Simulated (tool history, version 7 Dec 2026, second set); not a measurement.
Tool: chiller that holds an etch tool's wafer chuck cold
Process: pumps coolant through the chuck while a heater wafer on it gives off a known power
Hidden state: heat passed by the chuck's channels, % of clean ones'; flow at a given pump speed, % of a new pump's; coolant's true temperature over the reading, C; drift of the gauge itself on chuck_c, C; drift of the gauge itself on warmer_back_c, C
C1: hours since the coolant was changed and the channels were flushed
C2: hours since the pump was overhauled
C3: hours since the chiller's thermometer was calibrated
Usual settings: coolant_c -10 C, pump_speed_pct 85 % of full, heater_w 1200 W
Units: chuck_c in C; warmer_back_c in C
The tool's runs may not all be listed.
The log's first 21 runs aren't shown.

{"run": 22, "hour": 716.9, "coolant_c": -10, "pump_speed_pct": 94, "heater_w": 721, "C1": 4226, "C2": 1145, "C3": 1223, "chuck_c": -4.0, "warmer_back_c": 2.05}
{"run": 23, "hour": 745.9, "coolant_c": -10, "pump_speed_pct": 94, "heater_w": 721, "C1": 4255, "C2": 1174, "C3": 1252, "chuck_c": -3.8, "warmer_back_c": 2.04}
{"run": 24, "hour": 771.2, "coolant_c": -10, "pump_speed_pct": 94, "heater_w": 721, "C1": 4281, "C2": 1199, "C3": 1278, "chuck_c": -3.9, "warmer_back_c": 2.04}
{"run": 25, "hour": 803.9, "coolant_c": -10, "pump_speed_pct": 94, "heater_w": 721, "C1": 4313, "C2": 1232, "C3": 1310, "chuck_c": -3.9, "warmer_back_c": 2.05}
{"run": 26, "hour": 834.8, "coolant_c": -10, "pump_speed_pct": 85, "heater_w": 825, "C1": 4344, "C2": 1263, "C3": 1341, "chuck_c": -2.5, "warmer_back_c": 2.61}
{"run": 27, "hour": 879.5, "coolant_c": -6, "pump_speed_pct": 60, "heater_w": 1420, "C1": 4389, "C2": 1308, "C3": 1386, "chuck_c": 11.0, "warmer_back_c": 6.33}
{"run": 28, "hour": 901.8, "coolant_c": -6, "pump_speed_pct": 60, "heater_w": 1420, "C1": 4411, "C2": 1330, "C3": 1408, "chuck_c": 10.9, "warmer_back_c": 6.34}
{"run": 29, "hour": 939.9, "coolant_c": -19, "pump_speed_pct": 61, "heater_w": 915, "C1": 4449, "C2": 1368, "C3": 1446, "chuck_c": -8.2, "warmer_back_c": 4.03}
{"run": 30, "hour": 976.0, "coolant_c": -19, "pump_speed_pct": 61, "heater_w": 915, "C1": 4485, "C2": 1404, "C3": 1483, "chuck_c": -8.3, "warmer_back_c": 4.03}
{"run": 31, "hour": 1005.6, "coolant_c": -10, "pump_speed_pct": 66, "heater_w": 1200, "C1": 4515, "C2": 1434, "C3": 1512, "chuck_c": 3.2, "warmer_back_c": 4.87}

Forecast each of these 3 alternatives for the next run:
{"run": "A", "hour": 1043.2, "coolant_c": -12, "pump_speed_pct": 72, "heater_w": 619, "C1": 4553, "C2": 1471, "C3": 1550, "chuck_c": "?", "warmer_back_c": "?"}
{"run": "B", "hour": 1043.2, "coolant_c": -10, "pump_speed_pct": 63, "heater_w": 1200, "C1": 4553, "C2": 1471, "C3": 1550, "chuck_c": "?", "warmer_back_c": "?"}
{"run": "C", "hour": 1043.2, "coolant_c": -7, "pump_speed_pct": 66, "heater_w": 1200, "C1": 4553, "C2": 1471, "C3": 1550, "chuck_c": "?", "warmer_back_c": "?"}

run=A chuck_c=-5.7 warmer_back_c=2.28
run=B chuck_c=3.8 warmer_back_c=5.14
run=C chuck_c=6.5 warmer_back_c=4.86
Without the tool's hidden state the same runs would have given:
run=A chuck_c=-6.2 warmer_back_c=2.26
run=B chuck_c=2.7 warmer_back_c=5.09
run=C chuck_c=5.5 warmer_back_c=4.82
